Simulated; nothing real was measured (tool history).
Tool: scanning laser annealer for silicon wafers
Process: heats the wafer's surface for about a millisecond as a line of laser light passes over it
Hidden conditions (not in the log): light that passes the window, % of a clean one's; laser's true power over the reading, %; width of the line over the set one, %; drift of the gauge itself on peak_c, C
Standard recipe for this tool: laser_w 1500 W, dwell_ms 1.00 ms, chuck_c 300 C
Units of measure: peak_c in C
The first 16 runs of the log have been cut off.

run,day,laser_w,dwell_ms,chuck_c,hours of work since the window was cleaned,hours of work since the power meter was calibrated,hours of work since the optics were aligned,peak_c
17,6.483,1409,1.00,300,229,322,1031,965
18,6.917,1409,1.00,300,235,327,1036,967
19,7.154,1409,1.00,300,238,330,1039,965
20,7.712,1409,1.00,300,245,337,1047,965
21,8.254,1409,1.00,300,252,344,1054,966
22,8.558,1423,0.78,339,256,348,1057,942
23,9.029,1423,0.78,339,262,354,1064,942
24,9.396,1423,0.78,339,266,359,1068,941
25,9.717,1510,1.00,333,271,363,1072,1045
26,10.150,1500,0.71,280,276,369,1078,889
27,10.633,1500,0.71,280,282,375,1084,888
28,11.025,1500,1.11,280,287,380,1089,1022
29,11.383,1500,0.92,280,292,385,1094,960
30,11.708,1500,0.92,280,296,389,1098,959
31,12.179,1540,1.00,300,302,395,1104,1028
32,12.421,1540,1.00,291,305,398,1107,1019
33,12.846,1425,0.95,294,311,403,1112,951
34,13.179,1425,0.95,294,315,408,1117,952
35,13.421,1425,0.95,294,318,411,1120,948
36,13.929,1318,0.97,277,325,417,1126,886
37,14.362,1318,0.97,277,330,423,1132,891
38,14.646,1318,0.97,277,334,426,1135,889
39,15.092,1318,0.97,277,339,432,1141,887
40,15.638,1576,0.70,300,346,439,1148,938

3 ways to go on from here, each from the tool as it stands after run 40. What would each give?
A,16.096,1528,0.70,300,352,445,1154,?
B,16.096,1446,0.81,300,352,445,1154,?
C,16.096,1549,0.70,300,352,445,1154,?

run,peak_c
A,914
B,918
C,924
With the hidden condition removed and each run's random variation left untouched, the same runs would have given:
run,peak_c
A,939
B,943
C,949
